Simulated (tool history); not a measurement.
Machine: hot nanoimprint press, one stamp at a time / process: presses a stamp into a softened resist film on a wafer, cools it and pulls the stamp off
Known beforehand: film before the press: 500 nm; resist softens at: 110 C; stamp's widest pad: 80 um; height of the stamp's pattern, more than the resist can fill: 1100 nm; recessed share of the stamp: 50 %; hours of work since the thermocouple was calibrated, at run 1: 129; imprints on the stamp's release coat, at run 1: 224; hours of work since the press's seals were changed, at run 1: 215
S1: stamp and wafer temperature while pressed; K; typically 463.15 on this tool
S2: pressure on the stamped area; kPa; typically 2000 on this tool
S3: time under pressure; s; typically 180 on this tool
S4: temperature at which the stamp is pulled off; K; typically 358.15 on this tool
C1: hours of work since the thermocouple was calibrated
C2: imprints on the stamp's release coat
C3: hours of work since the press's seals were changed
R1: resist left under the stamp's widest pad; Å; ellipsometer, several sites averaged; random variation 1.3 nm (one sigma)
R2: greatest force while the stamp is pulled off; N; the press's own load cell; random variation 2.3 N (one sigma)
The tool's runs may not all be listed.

run	hour	S1	S2	S3	S4	C1	C2	C3	R1	R2
1	0.0	463.15	2000	180	358.15	129	224	215	2072	169
2	8.7	463.15	2000	180	358.15	135	244	220	2085	170
3	18.0	463.15	2000	180	358.15	141	265	227	2103	175
4	24.0	463.15	2000	180	358.15	145	279	231	2083	177
5	33.6	463.15	2000	180	358.15	151	301	237	2091	179
6	45.2	463.15	2000	180	358.15	159	328	244	2101	171
7	56.2	454.15	2000	180	358.15	166	353	252	2695	173
8	67.3	463.15	2000	180	358.15	173	378	259	2090	175
9	77.4	463.15	2730	180	358.15	180	402	265	1796	179
10	85.5	463.15	2730	180	358.15	185	420	271	1829	173
11	95.0	463.15	2730	180	358.15	191	442	277	1835	180
12	102.7	463.15	2000	180	358.15	196	460	282	2076	177
13	113.0	463.15	2000	180	363.15	203	483	289	2099	154
14	124.9	463.15	2000	180	363.15	211	511	297	2110	155
# hour 136.3: stamp cleaned and given a new release coat
15	141.5	463.15	2000	180	358.15	218	12	304	2107	164
16	148.8	467.15	1700	146	344.15	223	29	308	2222	234
17	156.8	468.15	1700	109	352.15	228	47	314	2433	195
18	161.7	472.15	1700	109	352.15	231	58	317	2197	196
19	168.8	468.15	1890	109	352.15	236	75	322	2312	199
20	179.0	457.15	2710	180	364.15	243	98	328	2217	145
21	185.5	463.15	1580	103	358.15	247	113	332	2893	169
22	194.1	463.15	1580	103	358.15	252	133	338	2843	168
23	200.5	463.15	1320	180	358.15	257	147	342	2531	169

Expected results for the next run?
24	207.7	463.15	1470	267	358.15	261	164	347	?	?

{"run 24": {"R1": 2064, "R2": 170}}
With no hidden state in the tool, this same run would have given R1 1986 Å, R2 160 N.
